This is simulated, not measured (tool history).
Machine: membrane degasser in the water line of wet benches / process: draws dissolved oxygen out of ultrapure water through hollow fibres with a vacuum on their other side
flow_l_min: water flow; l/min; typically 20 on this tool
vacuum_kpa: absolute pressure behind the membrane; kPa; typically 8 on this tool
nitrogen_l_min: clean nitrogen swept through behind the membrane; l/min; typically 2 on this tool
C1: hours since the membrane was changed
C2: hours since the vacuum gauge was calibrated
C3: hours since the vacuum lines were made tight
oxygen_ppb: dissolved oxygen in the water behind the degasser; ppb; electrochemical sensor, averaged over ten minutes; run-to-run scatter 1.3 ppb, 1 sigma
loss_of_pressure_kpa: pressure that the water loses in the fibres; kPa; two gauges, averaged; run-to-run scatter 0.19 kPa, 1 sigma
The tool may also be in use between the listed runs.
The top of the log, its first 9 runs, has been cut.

{"run": 10, "day": 20.188, "flow_l_min": 20, "vacuum_kpa": 8, "nitrogen_l_min": 3.54, "C1": 2169, "C2": 2023, "C3": 4976, "oxygen_ppb": 85, "loss_of_pressure_kpa": 40.63}
{"run": 11, "day": 22.479, "flow_l_min": 20, "vacuum_kpa": 8, "nitrogen_l_min": 3.54, "C1": 2224, "C2": 2078, "C3": 5031, "oxygen_ppb": 83.3, "loss_of_pressure_kpa": 40.44}
{"run": 12, "day": 24.625, "flow_l_min": 20, "vacuum_kpa": 8, "nitrogen_l_min": 3.54, "C1": 2275, "C2": 2130, "C3": 5082, "oxygen_ppb": 83, "loss_of_pressure_kpa": 40.36}
{"run": 13, "day": 26.917, "flow_l_min": 20, "vacuum_kpa": 8, "nitrogen_l_min": 2, "C1": 2330, "C2": 2185, "C3": 5137, "oxygen_ppb": 130.5, "loss_of_pressure_kpa": 40.59}
{"run": 14, "day": 29.638, "flow_l_min": 20, "vacuum_kpa": 8, "nitrogen_l_min": 2, "C1": 2395, "C2": 2250, "C3": 5203, "oxygen_ppb": 130.1, "loss_of_pressure_kpa": 40.58}
{"run": 15, "day": 32.758, "flow_l_min": 20, "vacuum_kpa": 8, "nitrogen_l_min": 2, "C1": 2470, "C2": 2325, "C3": 5278, "oxygen_ppb": 129.1, "loss_of_pressure_kpa": 40.45}
{"run": 16, "day": 34.717, "flow_l_min": 20, "vacuum_kpa": 8, "nitrogen_l_min": 2, "C1": 2517, "C2": 2372, "C3": 5325, "oxygen_ppb": 130.7, "loss_of_pressure_kpa": 40.66}
{"run": 17, "day": 37.246, "flow_l_min": 25, "vacuum_kpa": 12.52, "nitrogen_l_min": 0.83, "C1": 2578, "C2": 2433, "C3": 5385, "oxygen_ppb": 604.8, "loss_of_pressure_kpa": 50.7}
{"run": 18, "day": 40.367, "flow_l_min": 14, "vacuum_kpa": 8.05, "nitrogen_l_min": 4.88, "C1": 2653, "C2": 2508, "C3": 5460, "oxygen_ppb": 37.9, "loss_of_pressure_kpa": 28.19}
{"run": 19, "day": 42.938, "flow_l_min": 21, "vacuum_kpa": 8.97, "nitrogen_l_min": 1.73, "C1": 2715, "C2": 2569, "C3": 5522, "oxygen_ppb": 180.3, "loss_of_pressure_kpa": 42.55}
{"run": 20, "day": 45.875, "flow_l_min": 21, "vacuum_kpa": 8.97, "nitrogen_l_min": 1.73, "C1": 2785, "C2": 2640, "C3": 5592, "oxygen_ppb": 185.4, "loss_of_pressure_kpa": 42.5}
{"run": 21, "day": 47.512, "flow_l_min": 21, "vacuum_kpa": 8.97, "nitrogen_l_min": 1.73, "C1": 2824, "C2": 2679, "C3": 5632, "oxygen_ppb": 181.7, "loss_of_pressure_kpa": 42.79}
{"run": 22, "day": 50.233, "flow_l_min": 21, "vacuum_kpa": 6.49, "nitrogen_l_min": 1.17, "C1": 2890, "C2": 2744, "C3": 5697, "oxygen_ppb": 153.5, "loss_of_pressure_kpa": 42.62}
{"run": 23, "day": 51.917, "flow_l_min": 13, "vacuum_kpa": 13.72, "nitrogen_l_min": 0.83, "C1": 2930, "C2": 2785, "C3": 5737, "oxygen_ppb": 366.5, "loss_of_pressure_kpa": 26.1}
{"run": 24, "day": 54.8, "flow_l_min": 13, "vacuum_kpa": 13.72, "nitrogen_l_min": 0.83, "C1": 2999, "C2": 2854, "C3": 5807, "oxygen_ppb": 366.4, "loss_of_pressure_kpa": 26.37}
{"run": 25, "day": 58.008, "flow_l_min": 20, "vacuum_kpa": 17.33, "nitrogen_l_min": 2, "C1": 3076, "C2": 2931, "C3": 5884, "oxygen_ppb": 341, "loss_of_pressure_kpa": 40.15}
{"run": 26, "day": 60.5, "flow_l_min": 22, "vacuum_kpa": 6.85, "nitrogen_l_min": 5.59, "C1": 3136, "C2": 2991, "C3": 5943, "oxygen_ppb": 59.7, "loss_of_pressure_kpa": 44.52}
{"run": 27, "day": 63.575, "flow_l_min": 21, "vacuum_kpa": 8, "nitrogen_l_min": 2, "C1": 3210, "C2": 3065, "C3": 6017, "oxygen_ppb": 138.8, "loss_of_pressure_kpa": 42.5}
{"run": 28, "day": 67.196, "flow_l_min": 20, "vacuum_kpa": 8, "nitrogen_l_min": 3.18, "C1": 3297, "C2": 3151, "C3": 6104, "oxygen_ppb": 90.3, "loss_of_pressure_kpa": 40.74}
{"run": 29, "day": 69.429, "flow_l_min": 20, "vacuum_kpa": 8, "nitrogen_l_min": 3.18, "C1": 3350, "C2": 3205, "C3": 6158, "oxygen_ppb": 91.5, "loss_of_pressure_kpa": 40.33}
{"run": 30, "day": 71.538, "flow_l_min": 25, "vacuum_kpa": 8, "nitrogen_l_min": 3.18, "C1": 3401, "C2": 3256, "C3": 6208, "oxygen_ppb": 127.4, "loss_of_pressure_kpa": 50.48}
{"run": 31, "day": 73.329, "flow_l_min": 20, "vacuum_kpa": 8, "nitrogen_l_min": 1.33, "C1": 3444, "C2": 3299, "C3": 6251, "oxygen_ppb": 180.2, "loss_of_pressure_kpa": 40.72}

Predict each of these 3 candidate next runs independently; none follows another, all start after run 31:
{"run": "A", "day": 77.067, "flow_l_min": 14, "vacuum_kpa": 8.38, "nitrogen_l_min": 1.52, "C1": 3534, "C2": 3388, "C3": 6341, "oxygen_ppb": "?", "loss_of_pressure_kpa": "?"}
{"run": "B", "day": 77.067, "flow_l_min": 20, "vacuum_kpa": 8, "nitrogen_l_min": 1.43, "C1": 3534, "C2": 3388, "C3": 6341, "oxygen_ppb": "?", "loss_of_pressure_kpa": "?"}
{"run": "C", "day": 77.067, "flow_l_min": 26, "vacuum_kpa": 19.51, "nitrogen_l_min": 2.05, "C1": 3534, "C2": 3388, "C3": 6341, "oxygen_ppb": "?", "loss_of_pressure_kpa": "?"}

run=A oxygen_ppb=118.3 loss_of_pressure_kpa=28.34
run=B oxygen_ppb=168.4 loss_of_pressure_kpa=40.51
run=C oxygen_ppb=500.6 loss_of_pressure_kpa=52.8
Without the tool's hidden state the same runs would have given:
run=A oxygen_ppb=118.2 loss_of_pressure_kpa=28.33
run=B oxygen_ppb=168.3 loss_of_pressure_kpa=40.49
run=C oxygen_ppb=500.5 loss_of_pressure_kpa=52.78
